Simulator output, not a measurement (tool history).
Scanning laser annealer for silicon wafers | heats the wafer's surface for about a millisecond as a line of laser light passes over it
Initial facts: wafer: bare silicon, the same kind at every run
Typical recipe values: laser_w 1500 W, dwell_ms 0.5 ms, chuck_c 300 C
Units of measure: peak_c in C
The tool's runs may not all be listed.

Run 1, hour 0: usual settings. Result: peak_c 1022 C.
Run 2, hour 39: usual settings. Result: peak_c 1020 C.
Run 3, hour 57: usual settings but chuck_c 332 C. Result: peak_c 1048 C.
Run 4, hour 73.5: usual settings but laser_w 1399 W. Result: peak_c 973 C.
Run 5, hour 102.5: usual settings but laser_w 1301 W. Result: peak_c 924 C.
Run 6, hour 139.6: usual settings but laser_w 1380 W. Result: peak_c 966 C.
Run 7, hour 163.3: usual settings but laser_w 1380 W. Result: peak_c 961 C.
Run 8, hour 199: usual settings. Result: peak_c 1012 C.
Run 9, hour 233.5: usual settings. Result: peak_c 1009 C.
Run 10, hour 255.4: usual settings. Result: peak_c 1010 C.
Run 11, hour 292.3: usual settings. Result: peak_c 1009 C.
Run 12, hour 315.4: usual settings but dwell_ms 0.573 ms. Result: peak_c 1065 C.
Run 13, hour 354.5: usual settings. Result: peak_c 1007 C.
Run 14, hour 391.6: usual settings. Result: peak_c 1007 C.
Run 15, hour 425.8: usual settings. Result: peak_c 1004 C.
Run 16, hour 459.6: usual settings. Result: peak_c 998 C.
Run 17, hour 497.4: usual settings but dwell_ms 0.547 ms. Result: peak_c 1036 C.
Run 18, hour 514.3: usual settings but dwell_ms 0.547 ms. Result: peak_c 1037 C.
At hour 526.2: window over the wafer cleaned.
Run 19, hour 538.1: usual settings. Result: peak_c 1034 C.
Run 20, hour 557.4: usual settings. Result: peak_c 1034 C.
Run 21, hour 585.5: usual settings. Result: peak_c 1033 C.
Run 22, hour 625.3: usual settings but laser_w 1511 W, dwell_ms 0.605 ms, chuck_c 323 C. Result: peak_c 1143 C.
Run 23, hour 642.4: usual settings but dwell_ms 0.526 ms, chuck_c 315 C. Result: peak_c 1068 C.
Run 24, hour 679.6: usual settings but dwell_ms 0.526 ms, chuck_c 315 C. Result: peak_c 1069 C.
Run 25, hour 697.9: usual settings but laser_w 1477 W, chuck_c 302 C. Result: peak_c 1020 C.
Run 26, hour 732.7: usual settings but laser_w 1507 W, dwell_ms 0.414 ms. Result: peak_c 955 C.
Run 27, hour 771.5: usual settings but laser_w 1298 W, dwell_ms 0.455 ms, chuck_c 310 C. Result: peak_c 911 C.
Run 28, hour 807: usual settings but laser_w 1298 W, dwell_ms 0.455 ms, chuck_c 310 C. Result: peak_c 909 C.
Run 29, hour 832.8: usual settings but laser_w 1559 W, dwell_ms 0.483 ms, chuck_c 325 C. Result: peak_c 1061 C.
Run 30, hour 850.6: usual settings but laser_w 1481 W, dwell_ms 0.483 ms, chuck_c 264 C. Result: peak_c 964 C.
Run 31, hour 867.9: usual settings but laser_w 1481 W, dwell_ms 0.523 ms, chuck_c 264 C. Result: peak_c 998 C.
Run 32, hour 892.3: usual settings but laser_w 1481 W, dwell_ms 0.523 ms, chuck_c 264 C. Result: peak_c 994 C.
Run 33, hour 913.7: usual settings but laser_w 1481 W, dwell_ms 0.523 ms, chuck_c 264 C. Result: peak_c 992 C.
Run 34, hour 933.3: usual settings. Result: peak_c 1020 C.
Run 35, hour 973: usual settings but dwell_ms 0.382 ms, chuck_c 266 C. Result: peak_c 882 C.
Run 36, hour 992.8: usual settings but dwell_ms 0.382 ms, chuck_c 312 C. Result: peak_c 932 C.
Run 37, hour 1030.6: usual settings but dwell_ms 0.405 ms, chuck_c 312 C. Result: peak_c 948 C.
Run 38, hour 1054.5: usual settings but dwell_ms 0.405 ms, chuck_c 312 C. Result: peak_c 946 C.
Run 39, hour 1094.1: usual settings but chuck_c 273 C. Result: peak_c 988 C.
Run 40, hour 1127: usual settings but laser_w 1433 W, dwell_ms 0.521 ms, chuck_c 304 C. Result: peak_c 1002 C.
Run 41, hour 1161.1: usual settings but laser_w 1348 W, dwell_ms 0.362 ms, chuck_c 273 C. Result: peak_c 806 C.

Hidden state or all else? Some run-to-run changes of peak_c, split into what the settings, what came in and random variation would give without the hidden state, and what is left for the hidden state (with any gauge scatter that isn't in both results):
Hidden state present: light that passes the window, % of a clean one's; laser's true power over the reading, %; width of the line over the set one, %; drift of the gauge itself on peak_c, C.
Run 11 -> 12: dwell_ms 0.5 -> 0.573. peak_c +56 C: hidden state -4, all else +60.
Run 16 -> 17: dwell_ms 0.5 -> 0.547. peak_c +38 C: hidden state -4, all else +42.
Run 18 -> 19: dwell_ms 0.547 -> 0.5, window over the wafer cleaned. peak_c -3 C: hidden state +37, all else -40.
Run 28 -> 29: laser_w 1298 -> 1559, dwell_ms 0.455 -> 0.483, chuck_c 310 -> 325. peak_c +152 C: hidden state -2, all else +154.
Run 34 -> 35: dwell_ms 0.5 -> 0.382, chuck_c 300 -> 266. peak_c -138 C: hidden state +0, all else -138.
Run 40 -> 41: laser_w 1433 -> 1348, dwell_ms 0.521 -> 0.362, chuck_c 304 -> 273. peak_c -196 C: hidden state +4, all else -200.
